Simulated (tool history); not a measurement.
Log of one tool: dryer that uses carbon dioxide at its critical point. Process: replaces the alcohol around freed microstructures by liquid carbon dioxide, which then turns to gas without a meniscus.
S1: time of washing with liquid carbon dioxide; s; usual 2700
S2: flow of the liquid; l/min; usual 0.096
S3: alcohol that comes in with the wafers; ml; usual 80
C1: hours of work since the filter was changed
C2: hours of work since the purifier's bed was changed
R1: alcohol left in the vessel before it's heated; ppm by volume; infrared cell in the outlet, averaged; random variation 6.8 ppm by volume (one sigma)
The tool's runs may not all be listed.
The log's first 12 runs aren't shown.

{"run": 13, "hour": 117.1, "S1": 2700, "S2": 0.096, "S3": 22, "C1": 235, "C2": 219, "R1": 186}
{"run": 14, "hour": 131.3, "S1": 2700, "S2": 0.096, "S3": 22, "C1": 241, "C2": 225, "R1": 198}
{"run": 15, "hour": 143.7, "S1": 2700, "S2": 0.096, "S3": 22, "C1": 247, "C2": 231, "R1": 206}
{"run": 16, "hour": 153.0, "S1": 1680, "S2": 0.096, "S3": 80, "C1": 251, "C2": 235, "R1": 4459}
{"run": 17, "hour": 163.9, "S1": 1680, "S2": 0.096, "S3": 80, "C1": 256, "C2": 239, "R1": 4602}
{"run": 18, "hour": 176.2, "S1": 1800, "S2": 0.1089, "S3": 38, "C1": 261, "C2": 245, "R1": 1041}
{"run": 19, "hour": 191.1, "S1": 1800, "S2": 0.1089, "S3": 38, "C1": 268, "C2": 252, "R1": 1045}
{"run": 20, "hour": 197.9, "S1": 1980, "S2": 0.1126, "S3": 31, "C1": 271, "C2": 255, "R1": 493}
{"run": 21, "hour": 212.4, "S1": 1980, "S2": 0.1126, "S3": 31, "C1": 277, "C2": 261, "R1": 502}
{"run": 22, "hour": 227.0, "S1": 1980, "S2": 0.1126, "S3": 31, "C1": 284, "C2": 267, "R1": 501}
{"run": 23, "hour": 233.9, "S1": 1980, "S2": 0.1126, "S3": 31, "C1": 287, "C2": 271, "R1": 509}
{"run": 24, "hour": 248.1, "S1": 1680, "S2": 0.1424, "S3": 50, "C1": 293, "C2": 277, "R1": 535}
{"run": 25, "hour": 258.6, "S1": 1680, "S2": 0.1424, "S3": 50, "C1": 298, "C2": 281, "R1": 519}
{"run": 26, "hour": 270.3, "S1": 2580, "S2": 0.0963, "S3": 51, "C1": 303, "C2": 287, "R1": 522}
{"run": 27, "hour": 277.0, "S1": 3840, "S2": 0.0963, "S3": 107, "C1": 306, "C2": 290, "R1": 130}
{"run": 28, "hour": 287.5, "S1": 2580, "S2": 0.096, "S3": 80, "C1": 311, "C2": 294, "R1": 814}
{"run": 29, "hour": 300.2, "S1": 1680, "S2": 0.1065, "S3": 20, "C1": 316, "C2": 300, "R1": 890}
{"run": 30, "hour": 313.8, "S1": 3180, "S2": 0.096, "S3": 80, "C1": 322, "C2": 306, "R1": 295}
{"run": 31, "hour": 329.2, "S1": 3900, "S2": 0.0726, "S3": 43, "C1": 329, "C2": 313, "R1": 293}
{"run": 32, "hour": 335.6, "S1": 2700, "S2": 0.104, "S3": 80, "C1": 332, "C2": 316, "R1": 451}
{"run": 33, "hour": 346.4, "S1": 2700, "S2": 0.1116, "S3": 80, "C1": 337, "C2": 320, "R1": 299}

3 ways to go on from here, each from the tool as it stands after run 33. What would each give?
{"run": "A", "hour": 361.1, "S1": 3060, "S2": 0.096, "S3": 80, "C1": 343, "C2": 327, "R1": "?"}
{"run": "B", "hour": 361.1, "S1": 2700, "S2": 0.0606, "S3": 80, "C1": 343, "C2": 327, "R1": "?"}
{"run": "C", "hour": 361.1, "S1": 2040, "S2": 0.1116, "S3": 35, "C1": 343, "C2": 327, "R1": "?"}

run=A R1=362
run=B R1=5292
run=C R1=575
Without the tool's hidden state the same runs would have given:
run=A R1=134
run=B R1=3463
run=C R1=274

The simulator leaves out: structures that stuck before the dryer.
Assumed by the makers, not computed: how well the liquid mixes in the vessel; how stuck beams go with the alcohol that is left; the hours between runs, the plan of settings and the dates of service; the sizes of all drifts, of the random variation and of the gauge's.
